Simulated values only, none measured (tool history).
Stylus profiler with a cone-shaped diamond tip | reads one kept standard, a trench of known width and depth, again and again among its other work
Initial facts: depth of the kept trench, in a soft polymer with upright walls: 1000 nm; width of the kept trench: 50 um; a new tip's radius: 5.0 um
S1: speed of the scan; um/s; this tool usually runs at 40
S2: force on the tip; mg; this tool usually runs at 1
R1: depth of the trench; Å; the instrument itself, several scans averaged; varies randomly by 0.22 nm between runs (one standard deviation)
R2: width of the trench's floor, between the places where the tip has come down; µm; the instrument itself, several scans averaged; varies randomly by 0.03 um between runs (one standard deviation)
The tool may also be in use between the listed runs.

| run | day | S1 | S2 | R1 | R2 |
|---|---|---|---|---|---|
| 1 | 0 | 40 | 1 | 10065 | 43.73 |
| 2 | 4.338 | 40 | 1 | 10061.8 | 43.77 |
| 3 | 7.183 | 40 | 1 | 10058.5 | 43.77 |
| 4 | 10.958 | 40 | 1 | 10061.2 | 43.8 |
| 5 | 13.4 | 40 | 1 | 10055.3 | 43.78 |
| 6 | 16.846 | 13 | 1 | 10065.1 | 43.93 |
| 7 | 20.921 | 40 | 1 | 10061.5 | 43.78 |
| 8 | 25.388 | 40 | 1 | 10061 | 43.77 |
| 9 | 27.742 | 40 | 1 | 10058.6 | 43.8 |
| 10 | 31.833 | 40 | 1 | 10062.9 | 43.75 |
| 11 | 34.012 | 40 | 1 | 10062.4 | 43.73 |
| 12 | 36.117 | 30 | 1 | 10064.9 | 43.79 |
| 13 | 40.554 | 40 | 1.37 | 10079 | 43.81 |
| 14 | 43.217 | 40 | 1 | 10058.6 | 43.78 |
| 15 | 46.342 | 40 | 1 | 10061.4 | 43.78 |
| 16 | 49.375 | 81 | 1.37 | 10074.4 | 43.61 |
| 17 | 53.638 | 97 | 2.78 | 10124.9 | 43.68 |
| 18 | 55.825 | 42 | 0.52 | 10042.5 | 43.7 |
| 19 | 59.179 | 19 | 1.17 | 10068.7 | 43.89 |
| 20 | 61.358 | 19 | 1.17 | 10071.3 | 43.9 |
| 21 | 64.646 | 19 | 1.17 | 10068.4 | 43.91 |
| 22 | 66.654 | 15 | 1.57 | 10087 | 43.87 |
| 23 | 70.108 | 15 | 1.57 | 10081.9 | 43.9 |
| 24 | 74.7 | 80 | 1.89 | 10091.8 | 43.69 |
| 25 | 76.646 | 40 | 1.61 | 10084.4 | 43.79 |
| 26 | 79.012 | 40 | 1.61 | 10087.3 | 43.82 |
| 27 | 81.55 | 12 | 1.73 | 10091.4 | 43.97 |
| 28 | 84.654 | 98 | 1.32 | 10076 | 43.5 |
| 29 | 88.679 | 10 | 0.75 | 10048.2 | 43.98 |
| 30 | 92.054 | 11 | 0.76 | 10052.6 | 43.91 |

Taken out of this log: 2 entries between the listed runs. Where each belongs, and how the hidden state differs across it:
From run 3 to run 4: height scale calibrated on a step standard (day 9.708)
  height scale over the true one, %: -0.003 -> 0
From run 18 to run 19: height scale calibrated on a step standard (day 56.162)
  height scale over the true one, %: -0.003 -> 0

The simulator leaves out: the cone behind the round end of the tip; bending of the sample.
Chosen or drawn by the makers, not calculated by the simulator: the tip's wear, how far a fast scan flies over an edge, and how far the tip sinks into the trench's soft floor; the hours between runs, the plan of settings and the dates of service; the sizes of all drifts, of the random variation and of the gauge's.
